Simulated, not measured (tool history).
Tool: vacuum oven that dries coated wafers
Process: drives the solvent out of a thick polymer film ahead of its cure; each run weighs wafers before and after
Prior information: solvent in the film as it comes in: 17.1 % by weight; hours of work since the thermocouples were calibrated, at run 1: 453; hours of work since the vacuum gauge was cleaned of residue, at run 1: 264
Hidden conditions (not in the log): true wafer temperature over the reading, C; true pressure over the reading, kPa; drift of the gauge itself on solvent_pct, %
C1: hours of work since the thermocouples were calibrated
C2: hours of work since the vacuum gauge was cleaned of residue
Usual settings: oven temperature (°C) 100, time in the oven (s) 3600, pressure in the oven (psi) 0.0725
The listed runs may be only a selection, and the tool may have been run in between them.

{"run": 1, "day": 0.0, "oven temperature (°C)": 100, "time in the oven (s)": 3600, "pressure in the oven (psi)": 0.0725, "C1": 453, "C2": 264, "solvent left in the film (%)": 3.84}
{"run": 2, "day": 0.258, "oven temperature (°C)": 100, "time in the oven (s)": 3600, "pressure in the oven (psi)": 0.0725, "C1": 457, "C2": 268, "solvent left in the film (%)": 3.76}
{"run": 3, "day": 0.688, "oven temperature (°C)": 100, "time in the oven (s)": 3600, "pressure in the oven (psi)": 0.0725, "C1": 463, "C2": 275, "solvent left in the film (%)": 3.78}
{"run": 4, "day": 1.138, "oven temperature (°C)": 100, "time in the oven (s)": 5340, "pressure in the oven (psi)": 0.0725, "C1": 470, "C2": 282, "solvent left in the film (%)": 2.23}
{"run": 5, "day": 1.6, "oven temperature (°C)": 100, "time in the oven (s)": 3600, "pressure in the oven (psi)": 0.0725, "C1": 477, "C2": 289, "solvent left in the film (%)": 3.72}
{"run": 6, "day": 1.992, "oven temperature (°C)": 100, "time in the oven (s)": 3600, "pressure in the oven (psi)": 0.0725, "C1": 483, "C2": 295, "solvent left in the film (%)": 3.8}
{"run": 7, "day": 2.508, "oven temperature (°C)": 100, "time in the oven (s)": 3600, "pressure in the oven (psi)": 0.0725, "C1": 491, "C2": 303, "solvent left in the film (%)": 3.85}
{"run": 8, "day": 2.896, "oven temperature (°C)": 100, "time in the oven (s)": 3720, "pressure in the oven (psi)": 0.0725, "C1": 497, "C2": 309, "solvent left in the film (%)": 3.66}
{"run": 9, "day": 3.225, "oven temperature (°C)": 100, "time in the oven (s)": 3720, "pressure in the oven (psi)": 0.0725, "C1": 503, "C2": 314, "solvent left in the film (%)": 3.59}
{"run": 10, "day": 3.646, "oven temperature (°C)": 100, "time in the oven (s)": 3720, "pressure in the oven (psi)": 0.0725, "C1": 509, "C2": 320, "solvent left in the film (%)": 3.61}
{"run": 11, "day": 4.125, "oven temperature (°C)": 100, "time in the oven (s)": 3720, "pressure in the oven (psi)": 0.0725, "C1": 516, "C2": 328, "solvent left in the film (%)": 3.81}
{"run": 12, "day": 4.546, "oven temperature (°C)": 100, "time in the oven (s)": 3720, "pressure in the oven (psi)": 0.2357, "C1": 523, "C2": 334, "solvent left in the film (%)": 4.82}
{"run": 13, "day": 4.888, "oven temperature (°C)": 100, "time in the oven (s)": 3600, "pressure in the oven (psi)": 0.0725, "C1": 528, "C2": 340, "solvent left in the film (%)": 3.76}
{"run": 14, "day": 5.192, "oven temperature (°C)": 100, "time in the oven (s)": 3600, "pressure in the oven (psi)": 0.0725, "C1": 533, "C2": 344, "solvent left in the film (%)": 3.75}
{"run": 15, "day": 5.492, "oven temperature (°C)": 100, "time in the oven (s)": 3600, "pressure in the oven (psi)": 0.1075, "C1": 538, "C2": 349, "solvent left in the film (%)": 4.03}
{"run": 16, "day": 5.746, "oven temperature (°C)": 100, "time in the oven (s)": 3600, "pressure in the oven (psi)": 0.1075, "C1": 541, "C2": 353, "solvent left in the film (%)": 4.11}
{"run": 17, "day": 6.108, "oven temperature (°C)": 100, "time in the oven (s)": 3600, "pressure in the oven (psi)": 0.0725, "C1": 547, "C2": 358, "solvent left in the film (%)": 3.93}
{"run": 18, "day": 6.679, "oven temperature (°C)": 100, "time in the oven (s)": 3600, "pressure in the oven (psi)": 0.0725, "C1": 556, "C2": 367, "solvent left in the film (%)": 3.9}
{"run": 19, "day": 6.988, "oven temperature (°C)": 100, "time in the oven (s)": 3600, "pressure in the oven (psi)": 0.0725, "C1": 561, "C2": 372, "solvent left in the film (%)": 3.94}
{"run": 20, "day": 7.238, "oven temperature (°C)": 100, "time in the oven (s)": 3600, "pressure in the oven (psi)": 0.0616, "C1": 564, "C2": 376, "solvent left in the film (%)": 3.8}
{"run": 21, "day": 7.712, "oven temperature (°C)": 100, "time in the oven (s)": 3600, "pressure in the oven (psi)": 0.0725, "C1": 572, "C2": 383, "solvent left in the film (%)": 3.74}
{"run": 22, "day": 8.188, "oven temperature (°C)": 100, "time in the oven (s)": 3600, "pressure in the oven (psi)": 0.0725, "C1": 579, "C2": 391, "solvent left in the film (%)": 3.87}
{"run": 23, "day": 8.654, "oven temperature (°C)": 100, "time in the oven (s)": 5700, "pressure in the oven (psi)": 0.0725, "C1": 586, "C2": 398, "solvent left in the film (%)": 2.15}
{"run": 24, "day": 9.221, "oven temperature (°C)": 100, "time in the oven (s)": 2460, "pressure in the oven (psi)": 0.0725, "C1": 595, "C2": 407, "solvent left in the film (%)": 5.62}
{"run": 25, "day": 9.504, "oven temperature (°C)": 100, "time in the oven (s)": 2160, "pressure in the oven (psi)": 0.2653, "C1": 599, "C2": 411, "solvent left in the film (%)": 7.36}
{"run": 26, "day": 9.833, "oven temperature (°C)": 100, "time in the oven (s)": 5400, "pressure in the oven (psi)": 0.0409, "C1": 605, "C2": 416, "solvent left in the film (%)": 2.07}
{"run": 27, "day": 10.325, "oven temperature (°C)": 105, "time in the oven (s)": 4380, "pressure in the oven (psi)": 0.0367, "C1": 612, "C2": 424, "solvent left in the film (%)": 1.71}
{"run": 28, "day": 10.858, "oven temperature (°C)": 94, "time in the oven (s)": 3180, "pressure in the oven (psi)": 0.2131, "C1": 620, "C2": 432, "solvent left in the film (%)": 7.22}
{"run": 29, "day": 11.254, "oven temperature (°C)": 94, "time in the oven (s)": 3540, "pressure in the oven (psi)": 0.1801, "C1": 626, "C2": 438, "solvent left in the film (%)": 6.56}
{"run": 30, "day": 11.55, "oven temperature (°C)": 94, "time in the oven (s)": 3540, "pressure in the oven (psi)": 0.1801, "C1": 631, "C2": 442, "solvent left in the film (%)": 6.6}
{"run": 31, "day": 12.0, "oven temperature (°C)": 91, "time in the oven (s)": 3360, "pressure in the oven (psi)": 0.0782, "C1": 638, "C2": 449, "solvent left in the film (%)": 6.96}
{"run": 32, "day": 12.35, "oven temperature (°C)": 94, "time in the oven (s)": 1920, "pressure in the oven (psi)": 0.2209, "C1": 643, "C2": 455, "solvent left in the film (%)": 9.28}
{"run": 33, "day": 12.688, "oven temperature (°C)": 94, "time in the oven (s)": 4260, "pressure in the oven (psi)": 0.2209, "C1": 649, "C2": 460, "solvent left in the film (%)": 5.99}
{"run": 34, "day": 13.071, "oven temperature (°C)": 100, "time in the oven (s)": 3720, "pressure in the oven (psi)": 0.0615, "C1": 655, "C2": 466, "solvent left in the film (%)": 3.72}
{"run": 35, "day": 13.575, "oven temperature (°C)": 85, "time in the oven (s)": 5640, "pressure in the oven (psi)": 0.1764, "C1": 662, "C2": 474, "solvent left in the film (%)": 7.51}
{"run": 36, "day": 13.854, "oven temperature (°C)": 114, "time in the oven (s)": 5280, "pressure in the oven (psi)": 0.1764, "C1": 667, "C2": 478, "solvent left in the film (%)": 1.22}
{"run": 37, "day": 14.133, "oven temperature (°C)": 100, "time in the oven (s)": 3840, "pressure in the oven (psi)": 0.0725, "C1": 671, "C2": 482, "solvent left in the film (%)": 3.68}
{"run": 38, "day": 14.667, "oven temperature (°C)": 110, "time in the oven (s)": 5220, "pressure in the oven (psi)": 0.1552, "C1": 679, "C2": 491, "solvent left in the film (%)": 1.41}
{"run": 39, "day": 15.158, "oven temperature (°C)": 112, "time in the oven (s)": 1980, "pressure in the oven (psi)": 0.1163, "C1": 687, "C2": 498, "solvent left in the film (%)": 3.68}
{"run": 40, "day": 15.642, "oven temperature (°C)": 104, "time in the oven (s)": 3420, "pressure in the oven (psi)": 0.1214, "C1": 694, "C2": 506, "solvent left in the film (%)": 3.42}
{"run": 41, "day": 16.129, "oven temperature (°C)": 100, "time in the oven (s)": 1920, "pressure in the oven (psi)": 0.0725, "C1": 702, "C2": 513, "solvent left in the film (%)": 6.96}
{"run": 42, "day": 16.7, "oven temperature (°C)": 100, "time in the oven (s)": 1920, "pressure in the oven (psi)": 0.0725, "C1": 711, "C2": 522, "solvent left in the film (%)": 6.9}
{"run": 43, "day": 17.104, "oven temperature (°C)": 100, "time in the oven (s)": 5760, "pressure in the oven (psi)": 0.0725, "C1": 717, "C2": 528, "solvent left in the film (%)": 2.17}
{"run": 44, "day": 17.442, "oven temperature (°C)": 100, "time in the oven (s)": 5760, "pressure in the oven (psi)": 0.0725, "C1": 722, "C2": 533, "solvent left in the film (%)": 2.14}
{"run": 45, "day": 18.008, "oven temperature (°C)": 100, "time in the oven (s)": 3600, "pressure in the oven (psi)": 0.0606, "C1": 731, "C2": 542, "solvent left in the film (%)": 3.88}
{"run": 46, "day": 18.342, "oven temperature (°C)": 100, "time in the oven (s)": 3600, "pressure in the oven (psi)": 0.0606, "C1": 736, "C2": 547, "solvent left in the film (%)": 3.86}
{"run": 47, "day": 18.667, "oven temperature (°C)": 93, "time in the oven (s)": 2520, "pressure in the oven (psi)": 0.0672, "C1": 741, "C2": 552, "solvent left in the film (%)": 7.89}

Measured minus without-hidden-state, run by run (identical run-to-run variation in each term; gauge scatter may differ):
run=1 solvent_left_in_the_film_(%)=+0.31
run=2 solvent_left_in_the_film_(%)=+0.31
run=3 solvent_left_in_the_film_(%)=+0.31
run=4 solvent_left_in_the_film_(%)=+0.28
run=5 solvent_left_in_the_film_(%)=+0.32
run=6 solvent_left_in_the_film_(%)=+0.33
run=7 solvent_left_in_the_film_(%)=+0.34
run=8 solvent_left_in_the_film_(%)=+0.34
run=9 solvent_left_in_the_film_(%)=+0.34
run=10 solvent_left_in_the_film_(%)=+0.35
run=11 solvent_left_in_the_film_(%)=+0.37
run=12 solvent_left_in_the_film_(%)=+0.37
run=13 solvent_left_in_the_film_(%)=+0.37
run=14 solvent_left_in_the_film_(%)=+0.37
run=15 solvent_left_in_the_film_(%)=+0.37
run=16 solvent_left_in_the_film_(%)=+0.38
run=17 solvent_left_in_the_film_(%)=+0.39
run=18 solvent_left_in_the_film_(%)=+0.4
run=19 solvent_left_in_the_film_(%)=+0.4
run=20 solvent_left_in_the_film_(%)=+0.4
run=21 solvent_left_in_the_film_(%)=+0.4
run=22 solvent_left_in_the_film_(%)=+0.41
run=23 solvent_left_in_the_film_(%)=+0.37
run=24 solvent_left_in_the_film_(%)=+0.42
run=25 solvent_left_in_the_film_(%)=+0.42
run=26 solvent_left_in_the_film_(%)=+0.38
run=27 solvent_left_in_the_film_(%)=+0.33
run=28 solvent_left_in_the_film_(%)=+0.49
run=29 solvent_left_in_the_film_(%)=+0.52
run=30 solvent_left_in_the_film_(%)=+0.52
run=31 solvent_left_in_the_film_(%)=+0.52
run=32 solvent_left_in_the_film_(%)=+0.43
run=33 solvent_left_in_the_film_(%)=+0.54
run=34 solvent_left_in_the_film_(%)=+0.47
run=35 solvent_left_in_the_film_(%)=+0.65
run=36 solvent_left_in_the_film_(%)=+0.22
run=37 solvent_left_in_the_film_(%)=+0.49
run=38 solvent_left_in_the_film_(%)=+0.28
run=39 solvent_left_in_the_film_(%)=+0.41
run=40 solvent_left_in_the_film_(%)=+0.46
run=41 solvent_left_in_the_film_(%)=+0.48
run=42 solvent_left_in_the_film_(%)=+0.48
run=43 solvent_left_in_the_film_(%)=+0.46
run=44 solvent_left_in_the_film_(%)=+0.49
run=45 solvent_left_in_the_film_(%)=+0.53
run=46 solvent_left_in_the_film_(%)=+0.54
run=47 solvent_left_in_the_film_(%)=+0.56
